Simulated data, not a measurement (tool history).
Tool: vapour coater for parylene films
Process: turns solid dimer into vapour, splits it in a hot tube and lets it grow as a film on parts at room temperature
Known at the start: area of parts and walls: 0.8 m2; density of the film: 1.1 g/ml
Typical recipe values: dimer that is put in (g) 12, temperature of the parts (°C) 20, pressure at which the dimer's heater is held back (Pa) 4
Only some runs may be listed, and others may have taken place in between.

| run | hour | dimer that is put in (g) | temperature of the parts (°C) | pressure at which the dimer's heater is held back (Pa) | thickness of the film (nm) |
|---|---|---|---|---|---|
| 1 | 0 | 12 | 20 | 4 | 7140 |
| 2 | 40 | 12 | 20 | 4 | 7050 |
| 3 | 72.9 | 17 | 20 | 4 | 10030 |
| 4 | 98.5 | 17 | 20 | 4 | 9980 |
| 5 | 137.5 | 12 | 28 | 4 | 6040 |
| 6 | 167 | 12 | 28 | 4 | 6020 |
| 7 | 199.5 | 12 | 28 | 7.85 | 5120 |
| 8 | 221.1 | 12 | 28 | 7.85 | 5120 |
| 9 | 254 | 12 | 23 | 4 | 6560 |
| 10 | 286.4 | 12 | 23 | 4 | 6460 |
| 11 | 327.1 | 21 | 19 | 4 | 12150 |
| 12 | 356.9 | 13 | 15 | 2.34 | 9160 |
| 13 | 396.3 | 22 | 14 | 2.2 | 16170 |
| 14 | 427.5 | 22 | 14 | 2.25 | 16050 |
| 15 | 457.4 | 22 | 13 | 2.94 | 15170 |

Below are 4 alternative next runs, each starting from the tool's condition after run 15. Predict each:
| A | 481.9 | 7 | 28 | 7.55 | ? |
| B | 481.9 | 8 | 12 | 2.23 | ? |
| C | 481.9 | 7 | 20 | 4 | ? |
| D | 481.9 | 22 | 26 | 3.48 | ? |

| run | thickness of the film (nm) |
|---|---|
| A | 2920 |
| B | 5900 |
| C | 3970 |
| D | 11340 |
Without the tool's hidden state the same runs would have given:
| run | thickness of the film (nm) |
|---|---|
| A | 3340 |
| B | 6760 |
| C | 4540 |
| D | 12990 |
